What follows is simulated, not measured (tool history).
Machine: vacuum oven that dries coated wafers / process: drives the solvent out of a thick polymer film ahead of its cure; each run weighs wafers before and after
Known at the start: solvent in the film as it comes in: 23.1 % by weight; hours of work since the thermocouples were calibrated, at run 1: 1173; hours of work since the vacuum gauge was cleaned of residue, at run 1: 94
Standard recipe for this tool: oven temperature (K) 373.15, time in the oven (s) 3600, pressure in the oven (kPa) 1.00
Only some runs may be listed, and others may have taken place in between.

run    hour  oven temperature (K)  time in the oven (s)  pressure in the oven (kPa)  hours of work since the thermocouples were calibrated  hours of work since the vacuum gauge was cleaned of residue  solvent left in the film (%)
  1     0.0                373.15                  3600                        1.00                                                   1173                                                           94                          1.49
  2    65.3                373.15                  3600                        1.00                                                   1224                                                          146                          1.61
  3    94.2                373.15                  3600                        1.00                                                   1247                                                          169                          1.52
  4   147.4                373.15                  3600                        1.00                                                   1289                                                          211                          1.51
  5   196.2                381.15                  3600                        1.00                                                   1328                                                          249                          0.71
  6   226.1                373.15                  3600                        1.00                                                   1351                                                          273                          1.49
  7   258.3                373.15                  3600                        1.00                                                   1377                                                          298                          1.54
  8   305.8                373.15                  3600                        1.00                                                   1414                                                          336                          1.44
  9   347.9                373.15                  3600                        1.00                                                   1448                                                          369                          1.50
 10   390.2                373.15                  3600                        1.00                                                   1481                                                          403                          1.50
 11   445.1                373.15                  3600                        1.00                                                   1524                                                          446                          1.50
 12   478.4                373.15                  3600                        2.45                                                   1551                                                          472                          2.35
 13   511.3                373.15                  3600                        2.45                                                   1577                                                          498                          2.28
      562.4  -- oven's thermocouples calibrated
 14   578.9                373.15                  3600                        2.45                                                     13                                                          550                          2.34
 15   614.6                373.15                  3600                        2.45                                                     41                                                          578                          2.22
 16   641.8                373.15                  3600                        2.45                                                     63                                                          600                          2.28
 17   692.8                373.15                  3600                        1.00                                                    103                                                          640                          1.44
 18   748.6                365.15                  3600                        1.00                                                    147                                                          684                          2.75
 19   806.8                388.15                  3600                        1.00                                                    193                                                          730                          0.48
 20   855.7                387.15                  2520                        1.00                                                    232                                                          769                          0.91
 21   892.7                371.15                  2580                        0.74                                                    261                                                          798                          2.89
 22   943.8                363.15                  3240                        3.08                                                    301                                                          838                          5.21
 23   981.1                373.15                  2160                        2.90                                                    331                                                          868                          4.65
 24  1013.8                385.15                  3600                        1.14                                                    356                                                          893                          0.66
 25  1055.3                373.15                  5340                        1.00                                                    389                                                          926                          0.86
 26  1105.9                373.15                  5340                        1.00                                                    429                                                          966                          0.82
 27  1161.5                373.15                  5340                        1.00                                                    473                                                         1010                          0.73
 28  1225.3                378.15                  4620                        1.45                                                    523                                                         1060                          0.92
 29  1271.8                378.15                  2880                        1.72                                                    560                                                         1097                          1.87
 30  1337.3                366.15                  3960                        1.35                                                    612                                                         1149                          2.47
 31  1397.6                376.15                  1860                        2.60                                                    659                                                         1196                          4.50
 32  1459.7                363.15                  3600                        3.14                                                    709                                                         1246                          4.85
 33  1496.0                375.15                  3600                        1.00                                                    737                                                         1274                          1.22
 34  1525.0                385.15                  3600                        3.30                                                    760                                                         1297                          1.55
 35  1552.6                385.15                  3600                        3.30                                                    782                                                         1319                          1.51
 36  1586.6                385.15                  3600                        3.30                                                    809                                                         1346                          1.48
 37  1634.4                385.15                  3600                        3.30                                                    846                                                         1383                          1.51
 38  1683.4                373.15                  3240                        2.05                                                    885                                                         1422                          2.34

Across each entry between runs, compare the hidden state at the last listed run before it with the hidden state at the first listed run after it:
After run 13, before run 14: oven's thermocouples calibrated (hour 562.4)
  true wafer temperature over the reading, C: -0.22 -> -0.02; true pressure over the reading, kPa: 0.003 -> 0.004

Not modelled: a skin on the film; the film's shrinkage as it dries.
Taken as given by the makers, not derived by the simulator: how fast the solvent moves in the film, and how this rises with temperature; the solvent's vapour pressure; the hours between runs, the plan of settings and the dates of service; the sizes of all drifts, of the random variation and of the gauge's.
